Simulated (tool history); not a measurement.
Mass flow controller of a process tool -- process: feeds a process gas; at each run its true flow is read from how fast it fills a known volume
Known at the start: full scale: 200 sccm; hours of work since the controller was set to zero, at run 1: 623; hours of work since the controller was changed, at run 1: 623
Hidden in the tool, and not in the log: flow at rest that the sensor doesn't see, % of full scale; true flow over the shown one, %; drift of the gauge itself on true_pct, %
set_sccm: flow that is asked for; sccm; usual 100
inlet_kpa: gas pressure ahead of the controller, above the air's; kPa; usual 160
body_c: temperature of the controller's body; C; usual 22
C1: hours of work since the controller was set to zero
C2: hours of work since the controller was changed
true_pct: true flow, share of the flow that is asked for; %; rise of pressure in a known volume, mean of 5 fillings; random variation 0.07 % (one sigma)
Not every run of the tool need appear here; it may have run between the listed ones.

run 1 day=0 | set_sccm=100 inlet_kpa=160 body_c=22 | C1=623 C2=623 | true_pct=99.41
run 2 day=3.725 | set_sccm=93 inlet_kpa=160 body_c=22 | C1=657 C2=657 | true_pct=99.51
run 3 day=7.192 | set_sccm=93 inlet_kpa=160 body_c=22 | C1=687 C2=687 | true_pct=99.44
run 4 day=11.983 | set_sccm=31 inlet_kpa=160 body_c=22 | C1=730 C2=730 | true_pct=98.02
run 5 day=17.283 | set_sccm=100 inlet_kpa=160 body_c=22 | C1=777 C2=777 | true_pct=99.63
run 6 day=21.954 | set_sccm=35 inlet_kpa=160 body_c=22 | C1=819 C2=819 | true_pct=98.04
run 7 day=26.242 | set_sccm=35 inlet_kpa=160 body_c=22 | C1=857 C2=857 | true_pct=98.1
run 8 day=29.412 | set_sccm=35 inlet_kpa=142 body_c=22 | C1=885 C2=885 | true_pct=98.16
run 9 day=31.904 | set_sccm=35 inlet_kpa=142 body_c=22 | C1=907 C2=907 | true_pct=98.15
run 10 day=34.862 | set_sccm=100 inlet_kpa=160 body_c=22 | C1=933 C2=933 | true_pct=99.62
run 11 day=40.15 | set_sccm=100 inlet_kpa=171 body_c=22 | C1=980 C2=980 | true_pct=99.6
run 12 day=43.358 | set_sccm=100 inlet_kpa=160 body_c=22 | C1=1009 C2=1009 | true_pct=99.63
run 13 day=47.567 | set_sccm=100 inlet_kpa=160 body_c=22 | C1=1046 C2=1046 | true_pct=99.63
run 14 day=50.221 | set_sccm=100 inlet_kpa=160 body_c=22 | C1=1070 C2=1070 | true_pct=99.74
run 15 day=53.412 | set_sccm=100 inlet_kpa=160 body_c=22 | C1=1098 C2=1098 | true_pct=99.75
run 16 day=55.917 | set_sccm=100 inlet_kpa=160 body_c=22 | C1=1120 C2=1120 | true_pct=99.61
run 17 day=58.683 | set_sccm=100 inlet_kpa=160 body_c=22 | C1=1145 C2=1145 | true_pct=99.55
run 18 day=62.308 | set_sccm=100 inlet_kpa=160 body_c=22 | C1=1177 C2=1177 | true_pct=99.72
run 19 day=64.721 | set_sccm=100 inlet_kpa=160 body_c=22 | C1=1199 C2=1199 | true_pct=99.76
-- day=65.25 controller's zero set anew
run 20 day=69.783 | set_sccm=100 inlet_kpa=160 body_c=22 | C1=40 C2=1243 | true_pct=99.32
run 21 day=74.117 | set_sccm=100 inlet_kpa=160 body_c=22 | C1=79 C2=1282 | true_pct=99.53
run 22 day=79.396 | set_sccm=100 inlet_kpa=160 body_c=22 | C1=126 C2=1329 | true_pct=99.48
run 23 day=82.758 | set_sccm=100 inlet_kpa=160 body_c=22 | C1=156 C2=1359 | true_pct=99.4
-- day=83.983 controller's zero set anew, once more
run 24 day=87.275 | set_sccm=100 inlet_kpa=212 body_c=33 | C1=29 C2=1399 | true_pct=98.94
run 25 day=92.271 | set_sccm=31 inlet_kpa=230 body_c=31 | C1=74 C2=1443 | true_pct=97.91
run 26 day=95.388 | set_sccm=126 inlet_kpa=218 body_c=23 | C1=101 C2=1471 | true_pct=100.08
run 27 day=99.788 | set_sccm=126 inlet_kpa=218 body_c=23 | C1=140 C2=1510 | true_pct=100.28
run 28 day=103.517 | set_sccm=126 inlet_kpa=218 body_c=23 | C1=174 C2=1543 | true_pct=100.24
run 29 day=107.367 | set_sccm=126 inlet_kpa=218 body_c=23 | C1=208 C2=1577 | true_pct=100.2
run 30 day=111.517 | set_sccm=126 inlet_kpa=215 body_c=32 | C1=245 C2=1614 | true_pct=99.31
run 31 day=115.217 | set_sccm=137 inlet_kpa=160 body_c=39 | C1=278 C2=1647 | true_pct=99.33
run 32 day=118.554 | set_sccm=100 inlet_kpa=160 body_c=28 | C1=307 C2=1677 | true_pct=99.82
run 33 day=122.975 | set_sccm=100 inlet_kpa=160 body_c=28 | C1=347 C2=1716 | true_pct=99.84
run 34 day=128.383 | set_sccm=100 inlet_kpa=160 body_c=28 | C1=395 C2=1764 | true_pct=99.77
run 35 day=133.371 | set_sccm=100 inlet_kpa=160 body_c=28 | C1=439 C2=1808 | true_pct=100
run 36 day=136.208 | set_sccm=100 inlet_kpa=160 body_c=28 | C1=464 C2=1834 | true_pct=99.99
run 37 day=139.438 | set_sccm=100 inlet_kpa=160 body_c=28 | C1=493 C2=1862 | true_pct=99.79
run 38 day=144.808 | set_sccm=21 inlet_kpa=185 body_c=26 | C1=541 C2=1910 | true_pct=97.97
run 39 day=149.762 | set_sccm=100 inlet_kpa=239 body_c=23 | C1=585 C2=1954 | true_pct=99.93
run 40 day=153.492 | set_sccm=192 inlet_kpa=201 body_c=30 | C1=618 C2=1987 | true_pct=100.79
run 41 day=158.554 | set_sccm=192 inlet_kpa=201 body_c=30 | C1=663 C2=2032 | true_pct=100.9
run 42 day=163.829 | set_sccm=192 inlet_kpa=201 body_c=30 | C1=710 C2=2079 | true_pct=100.84
run 43 day=168.25 | set_sccm=192 inlet_kpa=201 body_c=30 | C1=749 C2=2118 | true_pct=100.88
run 44 day=171.875 | set_sccm=33 inlet_kpa=144 body_c=22 | C1=781 C2=2151 | true_pct=99.15
run 45 day=174.888 | set_sccm=69 inlet_kpa=160 body_c=22 | C1=808 C2=2177 | true_pct=99.87
run 46 day=179.112 | set_sccm=186 inlet_kpa=160 body_c=22 | C1=846 C2=2215 | true_pct=101.81

Alternative continuations, all from the tool just after run 46; predict every row:
run A day=181.375 | set_sccm=49 inlet_kpa=160 body_c=25 | C1=866 C2=2235 | true_pct=?
run B day=181.375 | set_sccm=186 inlet_kpa=255 body_c=22 | C1=866 C2=2235 | true_pct=?
run C day=181.375 | set_sccm=186 inlet_kpa=221 body_c=22 | C1=866 C2=2235 | true_pct=?
run D day=181.375 | set_sccm=42 inlet_kpa=157 body_c=22 | C1=866 C2=2235 | true_pct=?
run E day=181.375 | set_sccm=186 inlet_kpa=179 body_c=28 | C1=866 C2=2235 | true_pct=?

run=A true_pct=99.29
run=B true_pct=101.36
run=C true_pct=101.47
run=D true_pct=99.36
run=E true_pct=101.17
The same runs, with their run-to-run variation unchanged, on a tool lacking any hidden condition would have given:
run=A true_pct=98.29
run=B true_pct=99.86
run=C true_pct=99.97
run=D true_pct=98.47
run=E true_pct=99.67
